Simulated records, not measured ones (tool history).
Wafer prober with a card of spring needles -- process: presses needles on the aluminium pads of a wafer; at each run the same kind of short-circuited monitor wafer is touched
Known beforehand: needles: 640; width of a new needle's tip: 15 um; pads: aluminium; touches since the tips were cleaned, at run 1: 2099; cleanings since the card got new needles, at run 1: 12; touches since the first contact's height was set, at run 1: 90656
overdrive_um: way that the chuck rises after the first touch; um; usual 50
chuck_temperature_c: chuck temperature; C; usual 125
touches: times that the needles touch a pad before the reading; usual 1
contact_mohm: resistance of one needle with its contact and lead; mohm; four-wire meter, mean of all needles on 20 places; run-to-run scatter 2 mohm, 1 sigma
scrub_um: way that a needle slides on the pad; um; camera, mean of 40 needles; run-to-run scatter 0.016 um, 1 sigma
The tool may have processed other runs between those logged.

run   hour  overdrive_um  chuck_temperature_c  touches  touches since the tips were cleaned  cleanings since the card got new needles  touches since the first contact's height was set  contact_mohm  scrub_um
  1      0            50                  125        1                                 2099                                        12                                             90656           241      6.26
      12.8  -- tips cleaned on abrasive film
  2   17.6            50                  125        1                                 1780                                        13                                             97183           235      6.27
      31.3  -- tips cleaned on abrasive film
  3     32            50                  125        1                                  272                                        14                                            102523           229      6.25
  4   41.4            49                  125        1                                 3784                                        14                                            106035           241      6.14
        49  -- tips cleaned on abrasive film
  5   59.2            49                   66        1                                 3809                                        15                                            112651           233      6.11
      67.9  -- tips cleaned on abrasive film
  6   73.2            50                   44        3                                 1994                                        16                                            117844           211      6.24
  7   82.1            50                   44        3                                 5287                                        16                                            121137           213      6.25
      85.9  -- tips cleaned on abrasive film
  8   99.1            50                   84        1                                 4935                                        17                                            127468           239      6.23
     104.9  -- tips cleaned on abrasive film
  9  115.8            50                   84        1                                 4061                                        18                                            133656           237       6.2
     123.6  -- tips cleaned on abrasive film
 10  130.6            51                  110        2                                 2639                                        19                                            139156           233      6.29

Alternative continuations, all from the tool just after run 10; predict every row:
  A  140.5            50                   38        1                                 6306                                        19                                            142823             ?         ?
  B  140.5            63                   59        2                                 6306                                        19                                            142823             ?         ?
  C  140.5            50                   56        1                                 6306                                        19                                            142823             ?         ?

run  contact_mohm  scrub_um
  A           242       6.2
  B           219      7.86
  C           240      6.17
Without the tool's hidden state the same runs would have given:
run  contact_mohm  scrub_um
  A           207      6.38
  B           206      8.04
  C           207      6.35

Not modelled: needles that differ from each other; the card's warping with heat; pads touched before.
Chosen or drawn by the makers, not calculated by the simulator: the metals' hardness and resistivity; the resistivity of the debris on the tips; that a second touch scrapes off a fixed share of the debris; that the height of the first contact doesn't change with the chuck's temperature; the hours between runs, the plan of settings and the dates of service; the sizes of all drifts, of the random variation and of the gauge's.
